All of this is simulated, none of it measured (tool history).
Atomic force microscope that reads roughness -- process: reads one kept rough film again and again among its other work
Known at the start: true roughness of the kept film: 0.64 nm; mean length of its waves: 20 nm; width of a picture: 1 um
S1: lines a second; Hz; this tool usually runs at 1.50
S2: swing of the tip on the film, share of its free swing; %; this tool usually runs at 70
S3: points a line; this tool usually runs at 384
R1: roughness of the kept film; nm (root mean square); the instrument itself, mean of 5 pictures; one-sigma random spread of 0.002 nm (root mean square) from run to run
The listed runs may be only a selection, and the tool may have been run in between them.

| run | hour | S1 | S2 | S3 | R1 |
|---|---|---|---|---|---|
| 1 | 0.0 | 1.50 | 70 | 384 | 0.539 |
| 2 | 8.9 | 1.50 | 70 | 384 | 0.536 |
| 3 | 22.0 | 1.50 | 62 | 384 | 0.584 |
| 4 | 37.0 | 1.50 | 62 | 539 | 0.586 |
| 5 | 48.2 | 1.50 | 62 | 539 | 0.579 |
| 6 | 56.3 | 1.50 | 62 | 539 | 0.579 |
| 7 | 71.5 | 1.50 | 70 | 384 | 0.561 |
| 8 | 85.3 | 1.50 | 70 | 384 | 0.553 |
| 9 | 100.4 | 1.50 | 70 | 384 | 0.553 |
| 10 | 115.5 | 1.50 | 70 | 289 | 0.542 |
| 11 | 131.0 | 1.50 | 70 | 384 | 0.544 |
| 12 | 137.8 | 1.50 | 70 | 384 | 0.543 |
| 13 | 152.0 | 1.50 | 70 | 384 | 0.543 |
| 14 | 167.0 | 2.55 | 70 | 384 | 0.520 |
| 15 | 173.9 | 2.55 | 70 | 384 | 0.518 |
| 16 | 181.3 | 1.50 | 70 | 384 | 0.574 |
| 17 | 187.8 | 1.50 | 70 | 384 | 0.576 |
| 18 | 198.5 | 1.50 | 70 | 384 | 0.573 |
| 19 | 208.0 | 1.50 | 70 | 384 | 0.572 |
| 20 | 220.7 | 1.50 | 70 | 384 | 0.566 |
| 21 | 236.1 | 1.50 | 70 | 439 | 0.565 |
| 22 | 251.0 | 1.50 | 70 | 432 | 0.559 |
| 23 | 258.7 | 1.40 | 70 | 384 | 0.558 |
| 24 | 265.8 | 1.40 | 70 | 384 | 0.557 |
| 25 | 277.5 | 1.40 | 70 | 384 | 0.557 |
| 26 | 291.7 | 1.50 | 70 | 384 | 0.550 |
| 27 | 302.6 | 1.50 | 70 | 384 | 0.546 |
| 28 | 316.9 | 0.53 | 89 | 345 | 0.545 |
| 29 | 327.9 | 1.52 | 70 | 384 | 0.540 |
| 30 | 338.7 | 1.50 | 61 | 326 | 0.583 |
| 31 | 345.3 | 1.98 | 69 | 498 | 0.567 |
| 32 | 358.8 | 0.54 | 73 | 447 | 0.588 |
| 33 | 370.1 | 0.64 | 57 | 310 | 0.586 |
| 34 | 378.5 | 3.22 | 70 | 384 | 0.533 |
| 35 | 387.6 | 2.81 | 58 | 719 | 0.572 |
| 36 | 401.6 | 0.80 | 79 | 384 | 0.563 |
| 37 | 416.3 | 0.80 | 79 | 879 | 0.569 |
| 38 | 431.3 | 0.96 | 62 | 269 | 0.562 |
| 39 | 441.4 | 0.96 | 62 | 269 | 0.561 |
| 40 | 456.6 | 1.50 | 90 | 384 | 0.503 |
| 41 | 467.6 | 1.37 | 61 | 315 | 0.553 |
| 42 | 479.7 | 2.57 | 68 | 315 | 0.524 |
| 43 | 487.7 | 1.73 | 78 | 885 | 0.529 |
| 44 | 504.0 | 3.68 | 85 | 384 | 0.471 |
| 45 | 517.0 | 0.81 | 56 | 384 | 0.593 |
| 46 | 531.6 | 0.81 | 56 | 384 | 0.587 |
| 47 | 540.0 | 2.06 | 70 | 401 | 0.553 |
| 48 | 549.7 | 2.06 | 70 | 401 | 0.552 |
| 49 | 558.2 | 2.06 | 61 | 296 | 0.560 |
| 50 | 564.9 | 2.06 | 61 | 296 | 0.558 |
| 51 | 573.1 | 1.50 | 70 | 717 | 0.561 |
| 52 | 584.5 | 1.50 | 67 | 660 | 0.561 |
| 53 | 592.0 | 1.00 | 67 | 384 | 0.565 |
| 54 | 604.8 | 1.00 | 67 | 384 | 0.562 |

Taken out of this log: 4 entries between the listed runs. Where each belongs, and how the hidden state differs across it:
Runs 2 to 3: new tip fitted (hour 21.5)
  radius of the tip, nm: 18.4 -> 7.6; height scale over the true one, %: 0.34 -> 0.35
  measured minus no-state result, R1: -0.035 -> +0.000 nm (root mean square)
Runs 15 to 16: new tip fitted (hour 179.8)
  radius of the tip, nm: 19 -> 7.2; height scale over the true one, %: 0.52 -> 0.53
  measured minus no-state result, R1: -0.035 -> +0.002 nm (root mean square)
Runs 29 to 30: new tip fitted (hour 338.6)
  radius of the tip, nm: 18 -> 7.4; height scale over the true one, %: 0.69 -> 0.7
  measured minus no-state result, R1: -0.032 -> +0.002 nm (root mean square)
Runs 43 to 44: new tip fitted (hour 497.8)
  radius of the tip, nm: 18.5 -> 8; height scale over the true one, %: 0.87 -> 0.89
  measured minus no-state result, R1: -0.032 -> +0.001 nm (root mean square)
